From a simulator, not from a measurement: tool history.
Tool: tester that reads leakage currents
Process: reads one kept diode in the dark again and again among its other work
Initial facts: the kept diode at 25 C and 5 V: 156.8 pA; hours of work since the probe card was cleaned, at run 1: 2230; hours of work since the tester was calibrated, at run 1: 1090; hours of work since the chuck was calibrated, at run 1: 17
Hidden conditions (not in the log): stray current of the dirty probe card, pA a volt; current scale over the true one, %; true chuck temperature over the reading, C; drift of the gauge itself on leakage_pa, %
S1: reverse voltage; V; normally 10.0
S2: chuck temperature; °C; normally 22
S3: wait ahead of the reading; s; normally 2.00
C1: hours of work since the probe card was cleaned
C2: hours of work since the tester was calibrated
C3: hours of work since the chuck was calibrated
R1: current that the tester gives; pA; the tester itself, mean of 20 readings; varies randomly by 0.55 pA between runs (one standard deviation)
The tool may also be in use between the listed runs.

{"run": 1, "hour": 0.0, "S1": 10.0, "S2": 22, "S3": 2.0, "C1": 2230, "C2": 1090, "C3": 17, "R1": 188.26}
{"run": 2, "hour": 141.0, "S1": 10.0, "S2": 22, "S3": 2.0, "C1": 2307, "C2": 1168, "C3": 95, "R1": 187.55}
{"run": 3, "hour": 254.3, "S1": 10.0, "S2": 36, "S3": 2.0, "C1": 2369, "C2": 1230, "C3": 157, "R1": 558.27}
{"run": 4, "hour": 373.0, "S1": 10.0, "S2": 36, "S3": 2.0, "C1": 2435, "C2": 1295, "C3": 223, "R1": 556.57}
{"run": 5, "hour": 449.5, "S1": 10.0, "S2": 22, "S3": 2.0, "C1": 2477, "C2": 1337, "C3": 265, "R1": 185.7}
{"run": 6, "hour": 547.3, "S1": 10.0, "S2": 22, "S3": 2.0, "C1": 2531, "C2": 1391, "C3": 318, "R1": 184.35}
{"run": 7, "hour": 613.6, "S1": 10.0, "S2": 22, "S3": 2.0, "C1": 2567, "C2": 1428, "C3": 355, "R1": 184.12}
{"run": 8, "hour": 740.4, "S1": 10.0, "S2": 22, "S3": 1.0, "C1": 2637, "C2": 1497, "C3": 425, "R1": 182.51}
{"run": 9, "hour": 863.3, "S1": 10.0, "S2": 22, "S3": 1.0, "C1": 2704, "C2": 1565, "C3": 492, "R1": 182.44}
{"run": 10, "hour": 955.2, "S1": 10.0, "S2": 22, "S3": 1.0, "C1": 2755, "C2": 1615, "C3": 543, "R1": 182.51}
{"run": 11, "hour": 1032.7, "S1": 10.0, "S2": 21, "S3": 2.0, "C1": 2798, "C2": 1658, "C3": 585, "R1": 167.03}
{"run": 12, "hour": 1170.2, "S1": 10.0, "S2": 22, "S3": 0.92, "C1": 2873, "C2": 1734, "C3": 661, "R1": 179.49}
{"run": 13, "hour": 1317.3, "S1": 3.1, "S2": 22, "S3": 2.0, "C1": 2954, "C2": 1815, "C3": 742, "R1": 89.24}
{"run": 14, "hour": 1383.3, "S1": 3.1, "S2": 22, "S3": 3.97, "C1": 2991, "C2": 1851, "C3": 778, "R1": 88.41}
{"run": 15, "hour": 1462.2, "S1": 3.1, "S2": 22, "S3": 3.97, "C1": 3034, "C2": 1894, "C3": 822, "R1": 88.22}
{"run": 16, "hour": 1597.6, "S1": 1.3, "S2": 22, "S3": 2.0, "C1": 3108, "C2": 1969, "C3": 896, "R1": 52.63}
{"run": 17, "hour": 1744.3, "S1": 1.3, "S2": 22, "S3": 3.17, "C1": 3189, "C2": 2049, "C3": 977, "R1": 52.51}
{"run": 18, "hour": 1831.2, "S1": 1.3, "S2": 22, "S3": 0.34, "C1": 3237, "C2": 2097, "C3": 1025, "R1": 52.45}
{"hour": 1906.8, "done": "probe card cleaned and baked"}
{"run": 19, "hour": 1906.8, "S1": 1.3, "S2": 22, "S3": 0.34, "C1": 0, "C2": 2137, "C3": 1065, "R1": 50.45}
{"run": 20, "hour": 1993.3, "S1": 1.3, "S2": 22, "S3": 0.34, "C1": 48, "C2": 2185, "C3": 1112, "R1": 50.02}
{"run": 21, "hour": 2065.5, "S1": 4.3, "S2": 56, "S3": 2.0, "C1": 87, "C2": 2225, "C3": 1152, "R1": 1336.9}
{"run": 22, "hour": 2179.8, "S1": 4.3, "S2": 56, "S3": 2.0, "C1": 150, "C2": 2287, "C3": 1215, "R1": 1329.57}
{"run": 23, "hour": 2247.5, "S1": 4.3, "S2": 56, "S3": 2.0, "C1": 187, "C2": 2325, "C3": 1252, "R1": 1325.77}
{"hour": 2372.7, "done": "chuck's temperature calibrated"}
{"run": 24, "hour": 2394.4, "S1": 10.0, "S2": 22, "S3": 0.47, "C1": 267, "C2": 2404, "C3": 12, "R1": 180.89}
{"run": 25, "hour": 2524.7, "S1": 10.0, "S2": 22, "S3": 0.47, "C1": 339, "C2": 2476, "C3": 84, "R1": 180.1}

Run 26, settings as shown, results not yet in. Your forecast:
{"run": 26, "hour": 2650.3, "S1": 10.0, "S2": 46, "S3": 2.0, "C1": 408, "C2": 2545, "C3": 153, "R1": "?"}

R1: 1158.86 pA
With no hidden state in the tool, this same run would have given R1 1189.75 pA.
